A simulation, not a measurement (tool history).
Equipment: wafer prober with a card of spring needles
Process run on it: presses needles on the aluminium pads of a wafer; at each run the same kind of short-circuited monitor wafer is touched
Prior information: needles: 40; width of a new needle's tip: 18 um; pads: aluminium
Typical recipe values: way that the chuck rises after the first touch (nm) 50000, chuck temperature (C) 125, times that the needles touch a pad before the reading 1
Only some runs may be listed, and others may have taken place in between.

run,hour,way that the chuck rises after the first touch (nm),chuck temperature (C),times that the needles touch a pad before the reading,resistance of one needle with its contact and lead (mohm),way that a needle slides on the pad (nm)
1,0,50000,125,1,461,8060
2,19.4,63000,125,1,375,10230
3,42.5,63000,125,1,386,10130
4,55.6,63000,125,1,360,10220
5,73.6,63000,125,1,339,10170
6,96,63000,125,1,353,10230
7,107.2,63000,125,1,281,10100
8,120.4,63000,125,1,376,10250
9,136.8,50000,31,1,439,8300
10,158.4,54000,35,2,332,8950
11,175.1,50000,125,2,343,8140
12,190.6,50000,125,2,295,8180
13,202.5,53000,31,1,444,8670
14,216,53000,31,1,427,8560
15,230.6,63000,41,1,306,10220
16,246.4,50000,43,1,241,8120
17,260.2,50000,43,1,479,8180

Between the runs listed above, the log contained 14 entries, not reproduced here. Where in the sequence does each belong, and how does what the log doesn't record of the tool's condition differ from the listed run before to the listed run after?
From run 1 to run 2: tips cleaned on abrasive film (hour 4.9)
  debris on the tips, nm: 107.8 -> 103.1; way that the needles fall short of the set height, um: 0.93 -> 1.03; tips' diameter, um: 18.32 -> 18.36
  difference, measured minus the result without the unlogged condition, resistance of one needle with its contact and lead (mohm): +230 -> +147; way that a needle slides on the pad (nm): -150 -> -170
From run 2 to run 3: tips cleaned on abrasive film (hour 24.1)
  debris on the tips, nm: 103.1 -> 112.3; way that the needles fall short of the set height, um: 1.03 -> 1.14; tips' diameter, um: 18.36 -> 18.4
  difference, measured minus the result without the unlogged condition, resistance of one needle with its contact and lead (mohm): +147 -> +159; way that a needle slides on the pad (nm): -170 -> -180
From run 3 to run 4: tips cleaned on abrasive film (hour 44.8)
  debris on the tips, nm: 112.3 -> 92.9; way that the needles fall short of the set height, um: 1.14 -> 1.23; tips' diameter, um: 18.4 -> 18.43
  difference, measured minus the result without the unlogged condition, resistance of one needle with its contact and lead (mohm): +159 -> +132; way that a needle slides on the pad (nm): -180 -> -200
From run 4 to run 5: tips cleaned on abrasive film (hour 65.8)
  debris on the tips, nm: 92.9 -> 76; way that the needles fall short of the set height, um: 1.23 -> 1.35; tips' diameter, um: 18.43 -> 18.47
  difference, measured minus the result without the unlogged condition, resistance of one needle with its contact and lead (mohm): +132 -> +110; way that a needle slides on the pad (nm): -200 -> -230
From run 5 to run 6: tips cleaned on abrasive film (hour 85.7)
  debris on the tips, nm: 76 -> 88.5; way that the needles fall short of the set height, um: 1.35 -> 1.44; tips' diameter, um: 18.47 -> 18.5
  difference, measured minus the result without the unlogged condition, resistance of one needle with its contact and lead (mohm): +110 -> +128; way that a needle slides on the pad (nm): -230 -> -230
From run 6 to run 7: tips cleaned on abrasive film (hour 105)
  debris on the tips, nm: 88.5 -> 35.3; way that the needles fall short of the set height, um: 1.44 -> 1.58; tips' diameter, um: 18.5 -> 18.55
  difference, measured minus the result without the unlogged condition, resistance of one needle with its contact and lead (mohm): +128 -> +53; way that a needle slides on the pad (nm): -230 -> -260
From run 7 to run 8: height of the first contact set anew (hour 110.7)
  debris on the tips, nm: 35.3 -> 106.3; way that the needles fall short of the set height, um: 1.58 -> 0
  difference, measured minus the result without the unlogged condition, resistance of one needle with its contact and lead (mohm): +53 -> +148; way that a needle slides on the pad (nm): -260 -> +0
From run 8 to run 9: tips cleaned on abrasive film (hour 125)
  debris on the tips, nm: 106.3 -> 90.9; way that the needles fall short of the set height, um: 0 -> 0.09; tips' diameter, um: 18.55 -> 18.58
  difference, measured minus the result without the unlogged condition, resistance of one needle with its contact and lead (mohm): +148 -> +227; way that a needle slides on the pad (nm): +0 -> -10
From run 9 to run 10: tips cleaned on abrasive film (hour 145.4)
  debris on the tips, nm: 90.9 -> 97.2; way that the needles fall short of the set height, um: 0.09 -> 0.23; tips' diameter, um: 18.58 -> 18.63
  difference, measured minus the result without the unlogged condition, resistance of one needle with its contact and lead (mohm): +227 -> +125; way that a needle slides on the pad (nm): -10 -> -40
From run 10 to run 11: tips cleaned on abrasive film (hour 165.8)
  debris on the tips, nm: 97.2 -> 83.4; way that the needles fall short of the set height, um: 0.23 -> 0.34; tips' diameter, um: 18.63 -> 18.67
  difference, measured minus the result without the unlogged condition, resistance of one needle with its contact and lead (mohm): +125 -> +109; way that a needle slides on the pad (nm): -40 -> -50
From run 11 to run 12: tips cleaned on abrasive film (hour 186.4)
  debris on the tips, nm: 83.4 -> 48.4; way that the needles fall short of the set height, um: 0.34 -> 0.43; tips' diameter, um: 18.67 -> 18.7
  difference, measured minus the result without the unlogged condition, resistance of one needle with its contact and lead (mohm): +109 -> +64; way that a needle slides on the pad (nm): -50 -> -70
From run 13 to run 14: tips cleaned on abrasive film (hour 205.6)
  debris on the tips, nm: 105.8 -> 93.1; way that the needles fall short of the set height, um: 0.43 -> 0.52; tips' diameter, um: 18.7 -> 18.73
  difference, measured minus the result without the unlogged condition, resistance of one needle with its contact and lead (mohm): +239 -> +217; way that a needle slides on the pad (nm): -70 -> -80
From run 14 to run 15: tips cleaned on abrasive film (hour 226.1)
  debris on the tips, nm: 93.1 -> 58; way that the needles fall short of the set height, um: 0.52 -> 0.61; tips' diameter, um: 18.73 -> 18.77
  difference, measured minus the result without the unlogged condition, resistance of one needle with its contact and lead (mohm): +217 -> +97; way that a needle slides on the pad (nm): -80 -> -100
From run 15 to run 16: tips cleaned on abrasive film (hour 246.4)
  debris on the tips, nm: 58 -> 9.8; way that the needles fall short of the set height, um: 0.61 -> 0.73; tips' diameter, um: 18.77 -> 18.81
  difference, measured minus the result without the unlogged condition, resistance of one needle with its contact and lead (mohm): +97 -> +26; way that a needle slides on the pad (nm): -100 -> -120
